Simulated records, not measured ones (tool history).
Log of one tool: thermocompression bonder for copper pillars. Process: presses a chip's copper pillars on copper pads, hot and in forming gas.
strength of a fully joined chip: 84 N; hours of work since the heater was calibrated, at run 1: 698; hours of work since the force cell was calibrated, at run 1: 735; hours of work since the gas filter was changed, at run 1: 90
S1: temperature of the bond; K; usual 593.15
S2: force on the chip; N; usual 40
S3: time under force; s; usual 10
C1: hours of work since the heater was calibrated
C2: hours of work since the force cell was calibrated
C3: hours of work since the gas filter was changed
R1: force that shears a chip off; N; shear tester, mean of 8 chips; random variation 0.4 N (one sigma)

| run | hour | S1 | S2 | S3 | C1 | C2 | C3 | R1 |
|---|---|---|---|---|---|---|---|---|
| 1 | 0 | 593.15 | 40 | 10 | 698 | 735 | 90 | 53 |
| 2 | 32.7 | 593.15 | 40 | 10 | 720 | 757 | 112 | 52.1 |
|  | 57 | forming gas filter changed |
| 3 | 62.5 | 593.15 | 40 | 19 | 739 | 776 | 4 | 65.3 |
|  | 76.4 | heater calibrated with a thermocouple chip |
| 4 | 82.1 | 593.15 | 52 | 10 | 4 | 788 | 16 | 64.2 |
| 5 | 114.2 | 593.15 | 52 | 10 | 25 | 810 | 37 | 63.3 |
|  | 143.4 | heater calibrated with a thermocouple chip, once more |
| 6 | 143.4 | 593.15 | 40 | 10 | 0 | 828 | 55 | 50.6 |
| 7 | 167.9 | 593.15 | 40 | 10 | 16 | 844 | 72 | 50.3 |
| 8 | 195.8 | 593.15 | 40 | 10 | 35 | 863 | 90 | 49 |
| 9 | 228.2 | 588.15 | 40 | 10 | 57 | 885 | 112 | 46.4 |
|  | 252.7 | forming gas filter changed |
| 10 | 266.2 | 588.15 | 40 | 10 | 82 | 910 | 9 | 50.3 |
| 11 | 300.1 | 593.15 | 40 | 10 | 105 | 933 | 32 | 52.3 |
| 12 | 317.4 | 593.15 | 40 | 10 | 116 | 944 | 43 | 51.8 |
| 13 | 350 | 593.15 | 40 | 10 | 138 | 966 | 65 | 50.7 |
| 14 | 387.1 | 593.15 | 40 | 10 | 163 | 991 | 90 | 50 |
| 15 | 425.2 | 593.15 | 40 | 10 | 189 | 1016 | 116 | 49.3 |
|  | 446.9 | forming gas filter changed |
| 16 | 449.4 | 593.15 | 40 | 10 | 205 | 1032 | 2 | 53.4 |
| 17 | 473.7 | 593.15 | 40 | 10 | 221 | 1049 | 18 | 53.4 |
| 18 | 508.6 | 593.15 | 40 | 10 | 244 | 1072 | 41 | 52 |
| 19 | 528.2 | 571.15 | 40 | 10 | 257 | 1085 | 55 | 42.4 |
| 20 | 548.4 | 581.15 | 50 | 10 | 271 | 1099 | 68 | 51.7 |
| 21 | 579.3 | 593.15 | 46 | 10 | 292 | 1119 | 89 | 53.2 |
| 22 | 602 | 573.15 | 43 | 7 | 307 | 1135 | 104 | 38.8 |
| 23 | 621.8 | 573.15 | 43 | 7 | 320 | 1148 | 117 | 38.1 |
|  | 640.1 | forming gas filter changed |
| 24 | 659.7 | 565.15 | 44 | 15 | 345 | 1173 | 13 | 49.5 |
| 25 | 678 | 583.15 | 38 | 15 | 358 | 1185 | 25 | 53.9 |
| 26 | 716.1 | 583.15 | 42 | 10 | 383 | 1211 | 51 | 49.4 |
| 27 | 752.1 | 593.15 | 25 | 13 | 407 | 1235 | 75 | 44 |
| 28 | 769.3 | 593.15 | 40 | 6 | 419 | 1247 | 87 | 43.5 |
| 29 | 804.2 | 593.15 | 40 | 6 | 442 | 1270 | 110 | 43 |
| 30 | 822.2 | 566.15 | 26 | 10 | 454 | 1282 | 122 | 30.4 |
|  | 832.5 | forming gas filter changed |
| 31 | 853.2 | 602.15 | 40 | 24 | 475 | 1303 | 14 | 69.7 |
| 32 | 887.8 | 602.15 | 40 | 24 | 498 | 1326 | 37 | 68.7 |
| 33 | 923.6 | 589.15 | 40 | 10 | 522 | 1350 | 61 | 51.1 |
| 34 | 942.9 | 598.15 | 36 | 12 | 535 | 1363 | 74 | 54.4 |
| 35 | 967.8 | 577.15 | 27 | 5 | 552 | 1379 | 91 | 28.2 |
| 36 | 993.3 | 593.15 | 40 | 9 | 569 | 1397 | 108 | 49 |
| 37 | 1010.8 | 613.15 | 37 | 6 | 580 | 1408 | 120 | 48.8 |
|  | 1025.4 | forming gas filter changed |
| 38 | 1047.9 | 613.15 | 28 | 30 | 605 | 1433 | 15 | 69.4 |

Some steps in R1 between neighbouring runs. How much of each would the tool show without its hidden state too (settings, what came in, random variation), and how much is left for the hidden state, with any gauge scatter that isn't in both results?
The hidden state here: true temperature of the bond over the reading, C; force that reaches the chip, % of what is set; oxide that the forming gas leaves, % of the face; drift of the gauge itself on shear_n, %.
Run 2 -> 3: S3 10 -> 19, forming gas filter changed. R1 +13.2 N: hidden state +4, all else +9.2.
Run 5 -> 6: S2 52 -> 40, heater calibrated with a thermocouple chip, once more. R1 -12.7 N: hidden state -5.4, all else -7.3.
Run 15 -> 16: forming gas filter changed. R1 +4.1 N: hidden state +4.3, all else -0.2.
Run 30 -> 31: S1 566.15 -> 602.15, S2 26 -> 40, S3 10 -> 24, forming gas filter changed. R1 +39.3 N: hidden state +2, all else +37.3.
Run 34 -> 35: S1 598.15 -> 577.15, S2 36 -> 27, S3 12 -> 5. R1 -26.2 N: hidden state +1.2, all else -27.4.
Run 35 -> 36: S1 577.15 -> 593.15, S2 27 -> 40, S3 5 -> 9. R1 +20.8 N: hidden state -1.9, all else +22.7.

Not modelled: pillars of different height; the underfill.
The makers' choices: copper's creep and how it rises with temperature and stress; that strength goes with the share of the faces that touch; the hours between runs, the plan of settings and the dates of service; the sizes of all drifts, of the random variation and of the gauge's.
